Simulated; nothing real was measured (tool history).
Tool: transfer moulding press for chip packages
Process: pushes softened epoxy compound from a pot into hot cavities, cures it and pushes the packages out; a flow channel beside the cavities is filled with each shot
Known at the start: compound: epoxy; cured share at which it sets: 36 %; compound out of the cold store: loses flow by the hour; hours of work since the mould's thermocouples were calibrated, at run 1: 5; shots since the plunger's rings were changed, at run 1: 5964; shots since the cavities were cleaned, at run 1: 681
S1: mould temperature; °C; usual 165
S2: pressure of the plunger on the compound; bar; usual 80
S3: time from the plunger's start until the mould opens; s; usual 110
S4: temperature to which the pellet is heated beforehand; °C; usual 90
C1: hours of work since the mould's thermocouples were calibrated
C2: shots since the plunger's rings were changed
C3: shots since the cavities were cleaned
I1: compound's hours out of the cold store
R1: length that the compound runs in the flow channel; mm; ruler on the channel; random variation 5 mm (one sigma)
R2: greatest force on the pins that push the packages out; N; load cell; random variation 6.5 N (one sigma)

Run 1, hour 0: usual settings; C1 5; C2 5964; C3 681; I1 40.2. Result: R1 483 mm, R2 566 N.
At hour 37.3: cavities cleaned with cleaning compound and waxed.
At hour 48: plunger's sealing rings changed.
Run 2, hour 54.1: usual settings; C1 45; C2 86; C3 199; I1 32.3. Result: R1 569 mm, R2 407 N.
Run 3, hour 116.6: usual settings but S3 103 s; C1 94; C2 959; C3 1072; I1 33.4. Result: R1 565 mm, R2 610 N.
At hour 131.5: cavities cleaned with cleaning compound and waxed.
Run 4, hour 184: usual settings but S3 103 s; C1 146; C2 1880; C3 733; I1 16. Result: R1 606 mm, R2 621 N.
At hour 223.2: cavities cleaned with cleaning compound and waxed.
Run 5, hour 248.4: usual settings but S3 103 s; C1 196; C2 2760; C3 352; I1 22.9. Result: R1 581 mm, R2 530 N.
At hour 309.5: cavities cleaned with cleaning compound and waxed.
Run 6, hour 334.9: usual settings but S3 103 s; C1 263; C2 3948; C3 356; I1 26.4. Result: R1 542 mm, R2 525 N.
Run 7, hour 385.7: usual settings but S3 103 s; C1 303; C2 4657; C3 1065; I1 45. Result: R1 479 mm, R2 633 N.
At hour 396: cavities cleaned with cleaning compound and waxed.
Run 8, hour 435.9: usual settings but S3 103 s; C1 342; C2 5337; C3 556; I1 10.5. Result: R1 579 mm, R2 609 N.
At hour 482.1: cavities cleaned with cleaning compound and waxed.
Run 9, hour 509.9: usual settings but S3 104 s; C1 399; C2 6351; C3 388; I1 44.1. Result: R1 467 mm, R2 539 N.
At hour 525.9: plunger's sealing rings changed.
At hour 572.4: cavities cleaned with cleaning compound and waxed.
Run 10, hour 584: usual settings but S3 104 s; C1 454; C2 792; C3 163; I1 39.4. Result: R1 544 mm, R2 423 N.
Run 11, hour 635.4: usual settings but S3 104 s; C1 495; C2 1510; C3 881; I1 19.8. Result: R1 594 mm, R2 631 N.
At hour 660.6: cavities cleaned with cleaning compound and waxed.
Run 12, hour 703.6: usual settings but S3 104 s; C1 548; C2 2443; C3 603; I1 9.9. Result: R1 630 mm, R2 649 N.
At hour 750.1: cavities cleaned with cleaning compound and waxed.
At hour 766.7: mould's thermocouples calibrated.
Run 13, hour 789: usual settings but S3 104 s; C1 18; C2 3586; C3 516; I1 41.2. Result: R1 510 mm, R2 549 N.
At hour 837.9: cavities cleaned with cleaning compound and waxed.
Run 14, hour 847.6: usual settings but S1 159 °C; C1 63; C2 4384; C3 135; I1 43. Result: R1 508 mm, R2 471 N.
Run 15, hour 902.4: usual settings but S1 167 °C, S2 92.7 bar, S3 96 s, S4 87 °C; C1 106; C2 5150; C3 901; I1 16.5. Result: R1 603 mm, R2 660 N.
At hour 924.4: cavities cleaned with cleaning compound and waxed.
Run 16, hour 954.9: usual settings but S3 98 s, S4 98 °C; C1 146; C2 5862; C3 425; I1 17. Result: R1 552 mm, R2 587 N.
At hour 1005.1: plunger's sealing rings changed.
At hour 1015.8: cavities cleaned with cleaning compound and waxed.
Run 17, hour 1038: usual settings but S3 98 s, S4 98 °C; C1 209; C2 439; C3 311; I1 9.2. Result: R1 658 mm, R2 590 N.
Run 18, hour 1087.5: usual settings but S2 79.3 bar, S3 137 s, S4 87 °C; C1 248; C2 1130; C3 1002; I1 19. Result: R1 596 mm, R2 500 N.
At hour 1108: cavities cleaned with cleaning compound and waxed.
Run 19, hour 1180.8: usual settings but S1 172 °C, S2 82.7 bar, S3 98 s, S4 87 °C; C1 320; C2 2413; C3 1018; I1 24.2. Result: R1 570 mm, R2 538 N.
At hour 1197: cavities cleaned with cleaning compound and waxed.
Run 20, hour 1271.3: usual settings but S1 172 °C, S2 82.7 bar, S3 123 s, S4 91 °C; C1 391; C2 3657; C3 1039; I1 30.8. Result: R1 526 mm, R2 507 N.
At hour 1283.7: cavities cleaned with cleaning compound and waxed.
At hour 1372.9: cavities cleaned with cleaning compound and waxed.
Run 21, hour 1372.9: usual settings but S2 97.1 bar; C1 468; C2 5035; C3 0; I1 23.7. Result: R1 589 mm, R2 276 N.
Run 22, hour 1440.8: usual settings but S1 166 °C, S2 83.3 bar, S3 142 s, S4 89 °C; C1 522; C2 5983; C3 948; I1 9.8. Result: R1 586 mm, R2 500 N.
At hour 1461.1: cavities cleaned with cleaning compound and waxed.
At hour 1484.3: plunger's sealing rings changed.
Run 23, hour 1511.9: usual settings but S1 158 °C, S2 96.5 bar, S3 107 s, S4 85 °C; C1 575; C2 384; C3 674; I1 24.6. Result: R1 661 mm, R2 940 N.
At hour 1538.7: mould's thermocouples calibrated.
At hour 1551.9: cavities cleaned with cleaning compound and waxed.
Run 24, hour 1596.5: usual settings but S1 158 °C, S2 96.5 bar, S3 107 s, S4 85 °C; C1 44; C2 1519; C3 624; I1 41.7. Result: R1 593 mm, R2 809 N.
At hour 1641.1: cavities cleaned with cleaning compound and waxed.
Run 25, hour 1696.2: usual settings but S1 158 °C, S2 96.5 bar, S3 107 s, S4 85 °C; C1 122; C2 2891; C3 770; I1 26.4. Result: R1 634 mm, R2 911 N.
At hour 1728.6: cavities cleaned with cleaning compound and waxed.
Run 26, hour 1748.7: usual settings but S3 107 s; C1 162; C2 3603; C3 280; I1 18.6. Result: R1 582 mm, R2 483 N.

The same runs without the tool's hidden state, with the same run-to-run variation:
The hidden state here: true mould temperature over the reading, C; pressure that reaches the compound, % of what is set; grip of the stained cavities, % over clean ones'; drift of the gauge itself on flow_mm, %; drift of the gauge itself on push_out_n, %.
run   R1   R2
  1  548  251
  2  571  258
  3  578  262
  4  632  282
  5  617  280
  6  591  280
  7  531  272
  8  652  296
  9  540  273
 10  552  270
 11  613  274
 12  661  291
 13  549  269
 14  556  319
 15  673  293
 16  627  302
 17  666  320
 18  613  222
 19  602  238
 20  572  221
 21  660  265
 22  673  223
 23  665  414
 24  611  381
 25  672  405
 26  628  274
